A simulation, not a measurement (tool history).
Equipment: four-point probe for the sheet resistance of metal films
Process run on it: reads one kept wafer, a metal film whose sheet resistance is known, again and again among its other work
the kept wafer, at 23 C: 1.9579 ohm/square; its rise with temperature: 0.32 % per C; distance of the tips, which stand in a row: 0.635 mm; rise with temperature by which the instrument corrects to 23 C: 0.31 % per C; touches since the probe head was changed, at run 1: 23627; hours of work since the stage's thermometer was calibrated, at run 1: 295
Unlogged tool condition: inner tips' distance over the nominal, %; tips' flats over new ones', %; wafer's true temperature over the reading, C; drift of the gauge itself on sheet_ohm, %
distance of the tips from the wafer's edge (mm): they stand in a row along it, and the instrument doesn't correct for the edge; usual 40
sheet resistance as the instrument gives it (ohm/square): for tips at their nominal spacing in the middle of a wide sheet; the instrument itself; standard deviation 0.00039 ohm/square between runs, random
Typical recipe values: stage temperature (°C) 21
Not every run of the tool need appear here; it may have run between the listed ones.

run    hour  stage temperature (°C)  distance of the tips from the wafer's edge (mm)  touches since the probe head was changed  hours of work since the stage's thermometer was calibrated  sheet resistance as the instrument gives it (ohm/square)
  1     0.0                      21                                               40                                     23627                                                         295                                                  1.962716
  2    83.7                      21                                               40                                     25566                                                         352                                                  1.963308
  3   159.9                      21                                               40                                     27330                                                         405                                                  1.963232
  4   238.5                      21                                               40                                     29153                                                         458                                                  1.963562
  5   289.0                      30                                               40                                     30321                                                         493                                                  1.964624
  6   346.7                      30                                               40                                     31658                                                         532                                                  1.964770
  7   415.7                      30                                               40                                     33257                                                         579                                                  1.964841
  8   455.1                      21                                               40                                     34168                                                         606                                                  1.964160
  9   505.5                      21                                               40                                     35336                                                         641                                                  1.963914
 10   554.1                      21                                               40                                     36462                                                         674                                                  1.964111
 11   588.1                      21                                               40                                     37251                                                         697                                                  1.964303
 12   668.9                      21                                               40                                     39122                                                         752                                                  1.963819
 13   728.9                      21                                               40                                     40512                                                         793                                                  1.963851
 14   800.5                      21                                               40                                     42170                                                         842                                                  1.964502
 15   858.4                      21                                               40                                     43511                                                         882                                                  1.965425
 16   940.5                      29                                               16                                     45413                                                         938                                                  1.967421
 17  1002.8                      31                                               35                                     46856                                                         981                                                  1.966218
 18  1051.0                      28                                               21                                     47973                                                        1014                                                  1.966363
 19  1115.0                      28                                               21                                     49456                                                        1057                                                  1.966823
 20  1196.7                      25                                               25                                     51348                                                        1113                                                  1.966696
 21  1272.0                      25                                               25                                     53091                                                        1165                                                  1.966434
 22  1354.9                      25                                               25                                     55012                                                        1221                                                  1.966783
 23  1413.5                      27                                                6                                     56370                                                        1261                                                  1.978937
 24  1475.3                      27                                                6                                     57802                                                        1304                                                  1.978558
 25  1515.9                      27                                               23                                     58742                                                        1331                                                  1.966939
 26  1559.4                      19                                               23                                     59750                                                        1361                                                  1.965645
 27  1615.2                      19                                               23                                     61041                                                        1399                                                  1.966115
 28  1694.0                      26                                               13                                     62866                                                        1453                                                  1.969986
 29  1731.8                      26                                               45                                     63742                                                        1479                                                  1.966894

What if the next run were any one of these 4? Each begins from the tool's condition after run 29:
  A  1767.1                      25                                                7                                     64559                                                        1503                                                         ?
  B  1767.1                      30                                               68                                     64559                                                        1503                                                         ?
  C  1767.1                      28                                               18                                     64559                                                        1503                                                         ?
  D  1767.1                      22                                                7                                     64559                                                        1503                                                         ?

run  sheet resistance as the instrument gives it (ohm/square)
  A                                                  1.975513
  B                                                  1.967662
  C                                                  1.968211
  D                                                  1.975423
The same runs, with their run-to-run variation unchanged, on a tool lacking any hidden condition would have given:
run  sheet resistance as the instrument gives it (ohm/square)
  A                                                  1.966860
  B                                                  1.959018
  C                                                  1.959574
  D                                                  1.966784
